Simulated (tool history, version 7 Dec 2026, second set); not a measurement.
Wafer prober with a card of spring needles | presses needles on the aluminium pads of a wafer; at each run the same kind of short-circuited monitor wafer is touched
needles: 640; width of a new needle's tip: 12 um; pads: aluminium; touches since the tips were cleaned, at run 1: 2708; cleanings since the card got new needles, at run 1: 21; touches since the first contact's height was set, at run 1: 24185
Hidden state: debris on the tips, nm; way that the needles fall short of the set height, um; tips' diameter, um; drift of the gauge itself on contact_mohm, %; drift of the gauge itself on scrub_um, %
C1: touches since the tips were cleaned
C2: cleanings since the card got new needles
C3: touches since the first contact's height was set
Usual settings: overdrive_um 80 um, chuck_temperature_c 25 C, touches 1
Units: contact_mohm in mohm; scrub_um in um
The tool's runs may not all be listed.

run 1 day=0.000 | overdrive_um=80 chuck_temperature_c=25 touches=1 | C1=2708 C2=21 C3=24185 | contact_mohm=313 scrub_um=11.67
-- day=0.458 tips cleaned on abrasive film
run 2 day=0.492 | overdrive_um=80 chuck_temperature_c=25 touches=1 | C1=325 C2=22 C3=29143 | contact_mohm=433 scrub_um=11.60
-- day=1.183 tips cleaned on abrasive film
run 3 day=1.375 | overdrive_um=80 chuck_temperature_c=25 touches=1 | C1=1946 C2=23 C3=38046 | contact_mohm=308 scrub_um=11.51
-- day=1.908 tips cleaned on abrasive film
run 4 day=2.138 | overdrive_um=80 chuck_temperature_c=25 touches=1 | C1=2342 C2=24 C3=45766 | contact_mohm=315 scrub_um=11.60
-- day=2.629 tips cleaned on abrasive film
run 5 day=2.750 | overdrive_um=80 chuck_temperature_c=25 touches=1 | C1=1238 C2=25 C3=51934 | contact_mohm=269 scrub_um=11.48
-- day=3.383 tips cleaned on abrasive film
run 6 day=3.608 | overdrive_um=80 chuck_temperature_c=25 touches=1 | C1=2282 C2=26 C3=60631 | contact_mohm=331 scrub_um=11.50
-- day=3.667 tips cleaned on abrasive film, once more
-- day=4.429 tips cleaned on abrasive film
run 7 day=4.525 | overdrive_um=80 chuck_temperature_c=25 touches=2 | C1=968 C2=28 C3=69838 | contact_mohm=236 scrub_um=11.41
-- day=5.154 tips cleaned on abrasive film
run 8 day=5.154 | overdrive_um=80 chuck_temperature_c=25 touches=2 | C1=0 C2=29 C3=76197 | contact_mohm=194 scrub_um=11.44
run 9 day=5.796 | overdrive_um=80 chuck_temperature_c=25 touches=2 | C1=6527 C2=29 C3=82724 | contact_mohm=302 scrub_um=11.52
-- day=5.883 tips cleaned on abrasive film
run 10 day=6.175 | overdrive_um=80 chuck_temperature_c=77 touches=1 | C1=2960 C2=30 C3=86518 | contact_mohm=335 scrub_um=11.42
-- day=6.662 tips cleaned on abrasive film
run 11 day=6.992 | overdrive_um=80 chuck_temperature_c=25 touches=1 | C1=3360 C2=31 C3=94779 | contact_mohm=349 scrub_um=11.47
-- day=7.417 tips cleaned on abrasive film
run 12 day=7.804 | overdrive_um=80 chuck_temperature_c=39 touches=1 | C1=3914 C2=32 C3=102960 | contact_mohm=356 scrub_um=11.51
-- day=8.162 tips cleaned on abrasive film
run 13 day=8.542 | overdrive_um=80 chuck_temperature_c=25 touches=1 | C1=3818 C2=33 C3=110400 | contact_mohm=352 scrub_um=11.49
-- day=8.925 tips cleaned on abrasive film
run 14 day=9.421 | overdrive_um=80 chuck_temperature_c=25 touches=1 | C1=5028 C2=34 C3=119293 | contact_mohm=374 scrub_um=11.52
-- day=9.662 tips cleaned on abrasive film
run 15 day=10.008 | overdrive_um=80 chuck_temperature_c=25 touches=1 | C1=3530 C2=35 C3=125229 | contact_mohm=360 scrub_um=11.43
-- day=10.383 tips cleaned on abrasive film
run 16 day=10.521 | overdrive_um=80 chuck_temperature_c=25 touches=1 | C1=1406 C2=36 C3=130395 | contact_mohm=307 scrub_um=11.33
-- day=11.112 tips cleaned on abrasive film
run 17 day=11.429 | overdrive_um=80 chuck_temperature_c=25 touches=1 | C1=3223 C2=37 C3=139587 | contact_mohm=358 scrub_um=11.34
-- day=11.858 tips cleaned on abrasive film
run 18 day=11.946 | overdrive_um=80 chuck_temperature_c=46 touches=2 | C1=884 C2=38 C3=144769 | contact_mohm=244 scrub_um=11.29
run 19 day=12.446 | overdrive_um=80 chuck_temperature_c=46 touches=2 | C1=5971 C2=38 C3=149856 | contact_mohm=310 scrub_um=11.35
-- day=12.571 tips cleaned on abrasive film
run 20 day=13.217 | overdrive_um=80 chuck_temperature_c=46 touches=2 | C1=6579 C2=39 C3=157642 | contact_mohm=312 scrub_um=11.24
-- day=13.333 tips cleaned on abrasive film
-- day=13.633 height of the first contact set anew
-- day=14.096 tips cleaned on abrasive film
run 21 day=14.112 | overdrive_um=80 chuck_temperature_c=122 touches=1 | C1=163 C2=41 C3=4810 | contact_mohm=234 scrub_um=11.56
run 22 day=14.600 | overdrive_um=80 chuck_temperature_c=122 touches=1 | C1=5124 C2=41 C3=9771 | contact_mohm=369 scrub_um=11.69
-- day=14.858 tips cleaned on abrasive film
run 23 day=15.167 | overdrive_um=80 chuck_temperature_c=122 touches=1 | C1=3118 C2=42 C3=15462 | contact_mohm=349 scrub_um=11.61
-- day=15.604 tips cleaned on abrasive film
run 24 day=15.846 | overdrive_um=92 chuck_temperature_c=86 touches=1 | C1=2443 C2=43 C3=22315 | contact_mohm=292 scrub_um=13.38
-- day=16.379 tips cleaned on abrasive film
run 25 day=16.433 | overdrive_um=92 chuck_temperature_c=86 touches=1 | C1=576 C2=44 C3=28273 | contact_mohm=241 scrub_um=13.41
-- day=17.138 tips cleaned on abrasive film
run 26 day=17.229 | overdrive_um=92 chuck_temperature_c=86 touches=1 | C1=925 C2=45 C3=36303 | contact_mohm=261 scrub_um=13.37
-- day=17.858 tips cleaned on abrasive film
run 27 day=18.033 | overdrive_um=74 chuck_temperature_c=63 touches=1 | C1=1789 C2=46 C3=44413 | contact_mohm=336 scrub_um=10.61
run 28 day=18.483 | overdrive_um=74 chuck_temperature_c=63 touches=1 | C1=6374 C2=46 C3=48998 | contact_mohm=409 scrub_um=10.67
-- day=18.625 tips cleaned on abrasive film
run 29 day=19.292 | overdrive_um=80 chuck_temperature_c=87 touches=1 | C1=6773 C2=47 C3=57175 | contact_mohm=388 scrub_um=11.42
-- day=19.362 tips cleaned on abrasive film
run 30 day=19.962 | overdrive_um=80 chuck_temperature_c=87 touches=1 | C1=6078 C2=48 C3=63921 | contact_mohm=389 scrub_um=11.52
-- day=20.108 tips cleaned on abrasive film
-- day=20.829 tips cleaned on abrasive film
run 31 day=20.829 | overdrive_um=90 chuck_temperature_c=83 touches=1 | C1=0 C2=50 C3=72625 | contact_mohm=215 scrub_um=12.90
-- day=21.542 tips cleaned on abrasive film
run 32 day=21.608 | overdrive_um=90 chuck_temperature_c=83 touches=1 | C1=688 C2=51 C3=80504 | contact_mohm=251 scrub_um=12.91
run 33 day=22.088 | overdrive_um=90 chuck_temperature_c=83 touches=1 | C1=5567 C2=51 C3=85383 | contact_mohm=356 scrub_um=13.00

3 ways to go on from here, each from the tool as it stands after run 33. What would each give?
-- day=22.279 tips cleaned on abrasive film
run A day=22.829 | overdrive_um=83 chuck_temperature_c=43 touches=1 | C1=5581 C2=52 C3=92884 | contact_mohm=? scrub_um=?
-- day=22.279 tips cleaned on abrasive film
run B day=22.829 | overdrive_um=69 chuck_temperature_c=25 touches=2 | C1=5581 C2=52 C3=92884 | contact_mohm=? scrub_um=?
-- day=22.279 tips cleaned on abrasive film
run C day=22.829 | overdrive_um=61 chuck_temperature_c=41 touches=2 | C1=5581 C2=52 C3=92884 | contact_mohm=? scrub_um=?

run=A contact_mohm=379 scrub_um=11.98
run=B contact_mohm=354 scrub_um=9.78
run=C contact_mohm=397 scrub_um=8.65
Without the tool's hidden state the same runs would have given:
run=A contact_mohm=189 scrub_um=12.19
run=B contact_mohm=190 scrub_um=9.99
run=C contact_mohm=197 scrub_um=8.86

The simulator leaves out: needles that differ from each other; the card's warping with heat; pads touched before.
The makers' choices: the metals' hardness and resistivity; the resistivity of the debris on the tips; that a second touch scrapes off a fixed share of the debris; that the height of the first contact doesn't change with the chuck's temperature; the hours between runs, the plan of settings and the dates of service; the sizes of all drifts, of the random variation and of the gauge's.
